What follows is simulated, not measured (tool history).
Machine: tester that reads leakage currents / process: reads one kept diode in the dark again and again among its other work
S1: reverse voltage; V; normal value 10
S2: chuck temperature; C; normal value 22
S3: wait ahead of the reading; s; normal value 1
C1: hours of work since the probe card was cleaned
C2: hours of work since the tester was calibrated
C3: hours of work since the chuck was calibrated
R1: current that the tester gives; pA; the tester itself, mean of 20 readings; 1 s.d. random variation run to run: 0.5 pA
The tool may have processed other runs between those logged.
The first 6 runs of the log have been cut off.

run     day   S1  S2    S3    C1    C2    C3       R1
  7   6.867   10  22     1  2359   833  1226   166.67
  8   8.475   10  22     1  2387   862  1254   166.78
  9   9.433   10  22     1  2404   879  1271   165.94
 10  10.579   10  50     1  2425   899  1291  2055.39
 11  11.475   10  22   1.1  2441   915  1307   165.63
 12  13.171   10  22     1  2471   945  1337   165.21
 13  14.967   10  28     1  2502   977  1369   294.54
 14  15.867   10  22     1  2518   993  1385   166.33
 15  17.654   10  22     1  2550  1024  1417   166.76
 16  19.146  1.3  25     1  2576  1051  1443    66.06
 17  20.862  2.8  28     1  2607  1081  1474   138.77
 18  22.567  2.8  28     1  2637  1112  1504   138.44
     23.625  -- chuck's temperature calibrated
 19  23.988  2.8  28     1  2661  1135     6   138.56
 20  25.246  9.2  28  4.18  2683  1158    29   278.46
 21    26.8   10  30  4.18  2711  1185    56   353.75
 22  28.562  1.4  26  3.09  2742  1216    87       76
 23  29.654    1  53   0.4  2761  1236   107   679.23
 24  31.054    1  53  0.32  2786  1260   132   677.92
 25  32.338    1  22  1.55  2809  1283   154    41.98
 26  33.171  9.8  32  3.29  2823  1298   169   422.23
 27  34.125  8.9  25     1  2840  1315   186   206.13
 28  34.954  8.9  25     1  2855  1330   201   206.17
 29  36.408  4.1  25  5.02  2881  1355   227   129.78
 30  38.204  4.1  25  5.02  2913  1387   258   129.77

Alternative continuations, all from the tool just after run 30; predict every row:
  A  39.438  1.3  35  8.99  2934  1409  280   ?
  B  39.438    6  25  5.46  2934  1409  280   ?
  C  39.438  3.6  22  0.62  2934  1409  280   ?
  D  39.438  4.1  25  6.23  2934  1409  280   ?

run      R1
  A  167.77
  B  162.15
  C   90.98
  D  129.49
With no hidden state in the tool, these same runs would have given:
run      R1
  A  167.73
  B  162.09
  C   90.94
  D  129.45
